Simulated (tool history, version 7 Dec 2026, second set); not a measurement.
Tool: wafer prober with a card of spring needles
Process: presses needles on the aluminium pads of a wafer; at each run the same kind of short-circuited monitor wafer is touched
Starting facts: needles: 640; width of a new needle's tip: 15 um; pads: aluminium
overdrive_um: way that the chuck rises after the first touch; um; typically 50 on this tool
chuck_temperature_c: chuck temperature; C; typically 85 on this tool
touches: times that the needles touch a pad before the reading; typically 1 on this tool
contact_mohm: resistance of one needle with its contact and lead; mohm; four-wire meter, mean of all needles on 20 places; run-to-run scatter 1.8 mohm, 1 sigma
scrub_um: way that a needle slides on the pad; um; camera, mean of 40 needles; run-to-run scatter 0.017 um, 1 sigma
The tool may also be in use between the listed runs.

{"run": 1, "hour": 0.0, "overdrive_um": 50, "chuck_temperature_c": 85, "touches": 1, "contact_mohm": 553, "scrub_um": 8.04}
{"hour": 2.8, "done": "tips cleaned on abrasive film"}
{"hour": 13.7, "done": "tips cleaned on abrasive film"}
{"hour": 26.4, "done": "tips cleaned on abrasive film"}
{"run": 2, "hour": 33.7, "overdrive_um": 50, "chuck_temperature_c": 85, "touches": 1, "contact_mohm": 548, "scrub_um": 7.96}
{"hour": 38.9, "done": "tips cleaned on abrasive film"}
{"hour": 39.2, "done": "height of the first contact set anew"}
{"hour": 51.4, "done": "tips cleaned on abrasive film"}
{"hour": 63.4, "done": "tips cleaned on abrasive film"}
{"hour": 76.3, "done": "tips cleaned on abrasive film"}
{"run": 3, "hour": 76.3, "overdrive_um": 50, "chuck_temperature_c": 85, "touches": 1, "contact_mohm": 234, "scrub_um": 8.19}
{"hour": 88.8, "done": "tips cleaned on abrasive film"}
{"run": 4, "hour": 97.6, "overdrive_um": 50, "chuck_temperature_c": 85, "touches": 1, "contact_mohm": 550, "scrub_um": 8.17}
{"hour": 100.4, "done": "tips cleaned on abrasive film"}
{"hour": 111.3, "done": "tips cleaned on abrasive film"}
{"hour": 123.4, "done": "tips cleaned on abrasive film"}
{"run": 5, "hour": 127.0, "overdrive_um": 39, "chuck_temperature_c": 85, "touches": 1, "contact_mohm": 608, "scrub_um": 6.29}
{"hour": 135.2, "done": "tips cleaned on abrasive film"}
{"hour": 148.2, "done": "tips cleaned on abrasive film"}
{"hour": 161.5, "done": "tips cleaned on abrasive film"}
{"run": 6, "hour": 167.8, "overdrive_um": 50, "chuck_temperature_c": 85, "touches": 2, "contact_mohm": 402, "scrub_um": 8.11}
{"hour": 173.0, "done": "tips cleaned on abrasive film"}
{"hour": 185.8, "done": "tips cleaned on abrasive film"}
{"run": 7, "hour": 187.0, "overdrive_um": 50, "chuck_temperature_c": 58, "touches": 2, "contact_mohm": 291, "scrub_um": 8.03}
{"hour": 197.6, "done": "tips cleaned on abrasive film"}
{"hour": 209.2, "done": "tips cleaned on abrasive film"}
{"run": 8, "hour": 211.6, "overdrive_um": 50, "chuck_temperature_c": 73, "touches": 2, "contact_mohm": 317, "scrub_um": 8.0}
{"hour": 222.3, "done": "tips cleaned on abrasive film"}
{"run": 9, "hour": 230.9, "overdrive_um": 50, "chuck_temperature_c": 73, "touches": 2, "contact_mohm": 427, "scrub_um": 7.98}
{"hour": 233.5, "done": "tips cleaned on abrasive film"}
{"hour": 243.8, "done": "height of the first contact set anew"}
{"hour": 246.6, "done": "tips cleaned on abrasive film"}
{"run": 10, "hour": 252.2, "overdrive_um": 50, "chuck_temperature_c": 73, "touches": 2, "contact_mohm": 383, "scrub_um": 8.24}
{"hour": 259.0, "done": "tips cleaned on abrasive film"}
{"hour": 271.8, "done": "tips cleaned on abrasive film"}
{"hour": 284.8, "done": "tips cleaned on abrasive film"}
{"run": 11, "hour": 290.5, "overdrive_um": 50, "chuck_temperature_c": 73, "touches": 2, "contact_mohm": 394, "scrub_um": 8.17}
{"hour": 297.5, "done": "tips cleaned on abrasive film"}
{"hour": 309.3, "done": "tips cleaned on abrasive film"}
{"run": 12, "hour": 314.6, "overdrive_um": 51, "chuck_temperature_c": 52, "touches": 2, "contact_mohm": 396, "scrub_um": 8.3}
{"hour": 321.8, "done": "tips cleaned on abrasive film"}
{"hour": 334.4, "done": "tips cleaned on abrasive film"}
{"hour": 347.0, "done": "tips cleaned on abrasive film"}
{"run": 13, "hour": 351.8, "overdrive_um": 51, "chuck_temperature_c": 52, "touches": 2, "contact_mohm": 394, "scrub_um": 8.25}
{"hour": 359.5, "done": "tips cleaned on abrasive film"}
{"hour": 373.2, "done": "tips cleaned on abrasive film"}
{"hour": 386.0, "done": "tips cleaned on abrasive film"}
{"run": 14, "hour": 392.3, "overdrive_um": 51, "chuck_temperature_c": 52, "touches": 2, "contact_mohm": 407, "scrub_um": 8.21}
{"hour": 397.8, "done": "tips cleaned on abrasive film"}
{"hour": 410.2, "done": "tips cleaned on abrasive film"}
{"hour": 423.3, "done": "tips cleaned on abrasive film"}
{"run": 15, "hour": 429.8, "overdrive_um": 51, "chuck_temperature_c": 52, "touches": 2, "contact_mohm": 420, "scrub_um": 8.16}
{"hour": 435.3, "done": "tips cleaned on abrasive film"}
{"hour": 447.9, "done": "tips cleaned on abrasive film"}
{"hour": 448.2, "done": "height of the first contact set anew"}
{"hour": 460.6, "done": "tips cleaned on abrasive film"}
{"run": 16, "hour": 462.0, "overdrive_um": 31, "chuck_temperature_c": 77, "touches": 1, "contact_mohm": 686, "scrub_um": 5.09}
{"hour": 472.7, "done": "tips cleaned on abrasive film"}
{"run": 17, "hour": 482.3, "overdrive_um": 31, "chuck_temperature_c": 77, "touches": 1, "contact_mohm": 1213, "scrub_um": 5.09}
{"hour": 485.1, "done": "tips cleaned on abrasive film"}
{"hour": 496.1, "done": "tips cleaned on abrasive film"}
{"hour": 508.8, "done": "tips cleaned on abrasive film"}
{"run": 18, "hour": 519.6, "overdrive_um": 50, "chuck_temperature_c": 85, "touches": 1, "contact_mohm": 595, "scrub_um": 8.18}
{"hour": 522.4, "done": "tips cleaned on abrasive film"}
{"hour": 533.3, "done": "tips cleaned on abrasive film"}
{"hour": 544.2, "done": "tips cleaned on abrasive film"}
{"run": 19, "hour": 548.7, "overdrive_um": 50, "chuck_temperature_c": 85, "touches": 1, "contact_mohm": 547, "scrub_um": 8.11}

What if the next run were any one of these 3? Each begins from the tool's condition after run 19:
{"hour": 556.0, "done": "tips cleaned on abrasive film"}
{"hour": 568.3, "done": "tips cleaned on abrasive film"}
{"run": "A", "hour": 579.0, "overdrive_um": 37, "chuck_temperature_c": 85, "touches": 1, "contact_mohm": "?", "scrub_um": "?"}
{"hour": 556.0, "done": "tips cleaned on abrasive film"}
{"hour": 568.3, "done": "tips cleaned on abrasive film"}
{"run": "B", "hour": 579.0, "overdrive_um": 56, "chuck_temperature_c": 85, "touches": 3, "contact_mohm": "?", "scrub_um": "?"}
{"hour": 556.0, "done": "tips cleaned on abrasive film"}
{"hour": 568.3, "done": "tips cleaned on abrasive film"}
{"run": "C", "hour": 579.0, "overdrive_um": 70, "chuck_temperature_c": 85, "touches": 1, "contact_mohm": "?", "scrub_um": "?"}

run=A contact_mohm=960 scrub_um=5.96
run=B contact_mohm=318 scrub_um=9.09
run=C contact_mohm=399 scrub_um=11.40
Had the tool no hidden state, the same runs would have come out as:
run=A contact_mohm=207 scrub_um=6.12
run=B contact_mohm=188 scrub_um=9.26
run=C contact_mohm=180 scrub_um=11.57

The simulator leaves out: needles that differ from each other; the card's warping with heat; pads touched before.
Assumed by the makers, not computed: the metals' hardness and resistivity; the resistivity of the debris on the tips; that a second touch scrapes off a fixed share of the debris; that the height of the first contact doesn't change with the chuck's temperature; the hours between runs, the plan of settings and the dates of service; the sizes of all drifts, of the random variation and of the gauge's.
